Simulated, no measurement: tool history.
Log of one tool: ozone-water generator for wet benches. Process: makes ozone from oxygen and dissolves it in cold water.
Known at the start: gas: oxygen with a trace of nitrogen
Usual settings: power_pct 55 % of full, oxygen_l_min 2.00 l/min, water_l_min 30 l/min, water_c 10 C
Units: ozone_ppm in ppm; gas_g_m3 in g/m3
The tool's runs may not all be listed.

run 1 hour=0.0 | power_pct=55 oxygen_l_min=2.00 water_l_min=30 water_c=10 | ozone_ppm=8.8 gas_g_m3=182.8
run 2 hour=38.2 | power_pct=55 oxygen_l_min=2.00 water_l_min=30 water_c=10 | ozone_ppm=8.6 gas_g_m3=183.5
run 3 hour=86.5 | power_pct=55 oxygen_l_min=2.00 water_l_min=30 water_c=16 | ozone_ppm=8.1 gas_g_m3=182.5
run 4 hour=140.6 | power_pct=55 oxygen_l_min=2.00 water_l_min=30 water_c=10 | ozone_ppm=8.4 gas_g_m3=182.2
run 5 hour=191.9 | power_pct=55 oxygen_l_min=2.00 water_l_min=30 water_c=10 | ozone_ppm=8.5 gas_g_m3=181.8
run 6 hour=260.8 | power_pct=55 oxygen_l_min=2.00 water_l_min=30 water_c=10 | ozone_ppm=8.2 gas_g_m3=181.9
run 7 hour=330.1 | power_pct=55 oxygen_l_min=2.00 water_l_min=30 water_c=10 | ozone_ppm=8.4 gas_g_m3=181.4
run 8 hour=367.9 | power_pct=55 oxygen_l_min=2.00 water_l_min=30 water_c=10 | ozone_ppm=8.2 gas_g_m3=181.1
run 9 hour=427.3 | power_pct=55 oxygen_l_min=2.00 water_l_min=30 water_c=10 | ozone_ppm=8.5 gas_g_m3=182.4
run 10 hour=476.9 | power_pct=55 oxygen_l_min=2.37 water_l_min=30 water_c=10 | ozone_ppm=8.5 gas_g_m3=164.3
run 11 hour=533.7 | power_pct=55 oxygen_l_min=2.00 water_l_min=30 water_c=18 | ozone_ppm=8.1 gas_g_m3=181.9
run 12 hour=582.9 | power_pct=55 oxygen_l_min=2.00 water_l_min=19 water_c=10 | ozone_ppm=13.0 gas_g_m3=181.0
run 13 hour=624.1 | power_pct=55 oxygen_l_min=2.00 water_l_min=19 water_c=10 | ozone_ppm=12.9 gas_g_m3=182.7
run 14 hour=684.2 | power_pct=55 oxygen_l_min=2.00 water_l_min=19 water_c=10 | ozone_ppm=12.9 gas_g_m3=182.4
run 15 hour=717.1 | power_pct=55 oxygen_l_min=2.00 water_l_min=19 water_c=10 | ozone_ppm=13.0 gas_g_m3=179.8
run 16 hour=769.8 | power_pct=55 oxygen_l_min=2.00 water_l_min=19 water_c=10 | ozone_ppm=12.9 gas_g_m3=183.0
run 17 hour=819.9 | power_pct=55 oxygen_l_min=2.00 water_l_min=19 water_c=10 | ozone_ppm=13.0 gas_g_m3=182.0
run 18 hour=865.7 | power_pct=51 oxygen_l_min=1.04 water_l_min=22 water_c=17 | ozone_ppm=9.0 gas_g_m3=265.6
run 19 hour=910.8 | power_pct=45 oxygen_l_min=2.00 water_l_min=30 water_c=10 | ozone_ppm=7.5 gas_g_m3=162.5
run 20 hour=979.5 | power_pct=73 oxygen_l_min=1.69 water_l_min=20 water_c=17 | ozone_ppm=13.2 gas_g_m3=232.3
-- hour=984.9 water thermometer calibrated
run 21 hour=1019.0 | power_pct=73 oxygen_l_min=1.69 water_l_min=20 water_c=17 | ozone_ppm=13.2 gas_g_m3=234.3
run 22 hour=1076.8 | power_pct=73 oxygen_l_min=3.04 water_l_min=20 water_c=17 | ozone_ppm=14.1 gas_g_m3=158.8
-- hour=1119.5 water thermometer calibrated, once more
run 23 hour=1131.3 | power_pct=79 oxygen_l_min=1.32 water_l_min=20 water_c=17 | ozone_ppm=13.3 gas_g_m3=288.0
run 24 hour=1176.2 | power_pct=79 oxygen_l_min=1.02 water_l_min=20 water_c=6 | ozone_ppm=13.2 gas_g_m3=337.9
run 25 hour=1222.6 | power_pct=71 oxygen_l_min=1.73 water_l_min=30 water_c=11 | ozone_ppm=9.2 gas_g_m3=227.7
run 26 hour=1274.8 | power_pct=43 oxygen_l_min=2.73 water_l_min=35 water_c=7 | ozone_ppm=6.7 gas_g_m3=129.3
run 27 hour=1323.2 | power_pct=43 oxygen_l_min=2.35 water_l_min=35 water_c=8 | ozone_ppm=6.6 gas_g_m3=142.4
run 28 hour=1367.3 | power_pct=70 oxygen_l_min=1.65 water_l_min=28 water_c=8 | ozone_ppm=9.8 gas_g_m3=232.3
run 29 hour=1423.8 | power_pct=70 oxygen_l_min=1.65 water_l_min=28 water_c=8 | ozone_ppm=9.6 gas_g_m3=233.0
run 30 hour=1494.7 | power_pct=70 oxygen_l_min=1.65 water_l_min=19 water_c=8 | ozone_ppm=14.3 gas_g_m3=229.3
run 31 hour=1524.3 | power_pct=55 oxygen_l_min=2.16 water_l_min=30 water_c=10 | ozone_ppm=8.4 gas_g_m3=170.6
run 32 hour=1593.2 | power_pct=55 oxygen_l_min=2.16 water_l_min=30 water_c=10 | ozone_ppm=8.3 gas_g_m3=170.7

3 ways to go on from here, each from the tool as it stands after run 32. What would each give?
run A hour=1643.6 | power_pct=96 oxygen_l_min=2.16 water_l_min=42 water_c=14 | ozone_ppm=? gas_g_m3=?
run B hour=1643.6 | power_pct=42 oxygen_l_min=2.78 water_l_min=21 water_c=10 | ozone_ppm=? gas_g_m3=?
run C hour=1643.6 | power_pct=55 oxygen_l_min=3.30 water_l_min=30 water_c=17 | ozone_ppm=? gas_g_m3=?

run=A ozone_ppm=7.9 gas_g_m3=229.5
run=B ozone_ppm=10.6 gas_g_m3=125.7
run=C ozone_ppm=8.5 gas_g_m3=130.1
Without the tool's hidden state the same runs would have given:
run=A ozone_ppm=8.6 gas_g_m3=244.2
run=B ozone_ppm=11.2 gas_g_m3=130.7
run=C ozone_ppm=9.1 gas_g_m3=136.2
